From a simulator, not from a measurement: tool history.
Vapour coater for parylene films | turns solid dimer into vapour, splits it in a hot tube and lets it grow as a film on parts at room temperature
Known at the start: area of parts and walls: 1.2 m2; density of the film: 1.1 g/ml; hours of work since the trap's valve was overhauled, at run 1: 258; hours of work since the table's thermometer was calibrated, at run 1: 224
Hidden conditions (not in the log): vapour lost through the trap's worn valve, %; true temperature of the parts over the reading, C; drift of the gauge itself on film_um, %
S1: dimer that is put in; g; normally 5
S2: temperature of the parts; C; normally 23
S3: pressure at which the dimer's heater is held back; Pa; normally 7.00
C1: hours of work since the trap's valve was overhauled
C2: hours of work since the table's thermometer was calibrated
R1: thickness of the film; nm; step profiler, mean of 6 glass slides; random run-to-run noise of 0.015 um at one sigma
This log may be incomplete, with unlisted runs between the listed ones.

run 1 hour=0.0 | S1=5 S2=23 S3=7.00 | C1=258 C2=224 | R1=1960
run 2 hour=19.2 | S1=5 S2=23 S3=7.00 | C1=272 C2=237 | R1=1940
run 3 hour=42.9 | S1=5 S2=23 S3=7.00 | C1=289 C2=254 | R1=1970
run 4 hour=72.7 | S1=5 S2=23 S3=7.00 | C1=310 C2=275 | R1=1950
run 5 hour=99.1 | S1=5 S2=23 S3=7.00 | C1=329 C2=294 | R1=1940
run 6 hour=114.9 | S1=5 S2=23 S3=7.00 | C1=340 C2=305 | R1=1910
-- hour=133.4 trap's valve overhauled
run 7 hour=148.7 | S1=5 S2=23 S3=7.00 | C1=11 C2=326 | R1=1800
run 8 hour=172.1 | S1=5 S2=23 S3=7.00 | C1=27 C2=343 | R1=1800
run 9 hour=187.1 | S1=5 S2=23 S3=7.00 | C1=38 C2=354 | R1=1790
run 10 hour=202.6 | S1=5 S2=23 S3=7.00 | C1=49 C2=364 | R1=1770
run 11 hour=223.7 | S1=5 S2=23 S3=7.00 | C1=64 C2=379 | R1=1810
run 12 hour=242.9 | S1=5 S2=23 S3=7.00 | C1=78 C2=393 | R1=1770
run 13 hour=271.9 | S1=5 S2=23 S3=7.00 | C1=98 C2=414 | R1=1720
-- hour=280.4 trap's valve overhauled, once more
run 14 hour=292.3 | S1=5 S2=32 S3=7.00 | C1=8 C2=425 | R1=1600
run 15 hour=306.1 | S1=5 S2=28 S3=7.00 | C1=18 C2=435 | R1=1810
run 16 hour=329.5 | S1=2 S2=23 S3=7.00 | C1=35 C2=452 | R1=850
run 17 hour=357.4 | S1=2 S2=23 S3=7.00 | C1=55 C2=472 | R1=820
run 18 hour=386.4 | S1=5 S2=23 S3=7.26 | C1=75 C2=492 | R1=2100
run 19 hour=411.2 | S1=5 S2=23 S3=7.00 | C1=93 C2=510 | R1=2120
run 20 hour=429.4 | S1=5 S2=23 S3=7.00 | C1=106 C2=523 | R1=2090
run 21 hour=456.1 | S1=5 S2=23 S3=7.00 | C1=125 C2=542 | R1=2050
run 22 hour=489.6 | S1=5 S2=23 S3=7.00 | C1=148 C2=565 | R1=2080
run 23 hour=516.9 | S1=5 S2=23 S3=6.43 | C1=168 C2=585 | R1=2070
run 24 hour=541.1 | S1=5 S2=23 S3=6.43 | C1=185 C2=602 | R1=2050
run 25 hour=570.0 | S1=7 S2=18 S3=2.07 | C1=206 C2=622 | R1=3840

What will run 26 give?
run 26 hour=592.6 | S1=2 S2=18 S3=2.75 | C1=222 C2=638 | R1=?

R1: 1060 nm
Had the tool carried no hidden state, the very same run would have given R1 1100 nm.
